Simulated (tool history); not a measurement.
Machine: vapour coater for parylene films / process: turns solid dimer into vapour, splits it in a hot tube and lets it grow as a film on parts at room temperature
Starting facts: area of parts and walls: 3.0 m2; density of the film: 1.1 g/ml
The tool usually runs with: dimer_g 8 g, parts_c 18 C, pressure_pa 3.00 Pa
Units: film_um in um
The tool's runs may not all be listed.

{"run": 1, "hour": 0.0, "dimer_g": 8, "parts_c": 18, "pressure_pa": 3.0, "film_um": 1.24}
{"run": 2, "hour": 44.3, "dimer_g": 8, "parts_c": 18, "pressure_pa": 2.62, "film_um": 1.29}
{"run": 3, "hour": 87.7, "dimer_g": 8, "parts_c": 18, "pressure_pa": 3.1, "film_um": 1.26}
{"run": 4, "hour": 128.1, "dimer_g": 8, "parts_c": 18, "pressure_pa": 3.0, "film_um": 1.28}
{"run": 5, "hour": 155.8, "dimer_g": 8, "parts_c": 18, "pressure_pa": 3.0, "film_um": 1.23}
{"run": 6, "hour": 212.2, "dimer_g": 8, "parts_c": 18, "pressure_pa": 3.0, "film_um": 1.27}
{"run": 7, "hour": 263.2, "dimer_g": 8, "parts_c": 18, "pressure_pa": 3.0, "film_um": 1.25}
{"run": 8, "hour": 298.7, "dimer_g": 8, "parts_c": 18, "pressure_pa": 7.5, "film_um": 1.16}
{"run": 9, "hour": 326.5, "dimer_g": 8, "parts_c": 18, "pressure_pa": 3.0, "film_um": 1.26}
{"run": 10, "hour": 363.3, "dimer_g": 4, "parts_c": 18, "pressure_pa": 3.0, "film_um": 0.64}
{"run": 11, "hour": 396.0, "dimer_g": 4, "parts_c": 18, "pressure_pa": 3.0, "film_um": 0.63}
{"run": 12, "hour": 433.6, "dimer_g": 4, "parts_c": 18, "pressure_pa": 3.0, "film_um": 0.62}
{"run": 13, "hour": 463.3, "dimer_g": 6, "parts_c": 18, "pressure_pa": 3.0, "film_um": 0.95}
{"run": 14, "hour": 526.0, "dimer_g": 3, "parts_c": 30, "pressure_pa": 5.39, "film_um": 0.34}
{"run": 15, "hour": 563.6, "dimer_g": 10, "parts_c": 19, "pressure_pa": 5.93, "film_um": 1.46}
{"run": 16, "hour": 594.2, "dimer_g": 10, "parts_c": 19, "pressure_pa": 5.93, "film_um": 1.42}
{"run": 17, "hour": 647.4, "dimer_g": 11, "parts_c": 12, "pressure_pa": 2.14, "film_um": 2.07}
{"run": 18, "hour": 674.3, "dimer_g": 11, "parts_c": 24, "pressure_pa": 2.14, "film_um": 1.57}
{"run": 19, "hour": 706.3, "dimer_g": 13, "parts_c": 25, "pressure_pa": 2.14, "film_um": 1.81}
{"run": 20, "hour": 742.9, "dimer_g": 13, "parts_c": 25, "pressure_pa": 2.14, "film_um": 1.78}
{"run": 21, "hour": 773.7, "dimer_g": 8, "parts_c": 12, "pressure_pa": 3.0, "film_um": 1.43}

Put back what was entered between runs (1 entry, withheld): which listed runs does each sit between, and how does the hidden state differ from the listed run before to the listed run after?
After run 18, before run 19: trap's valve overhauled (hour 684.0)
  vapour lost through the trap's worn valve, %: 0.5 -> 0
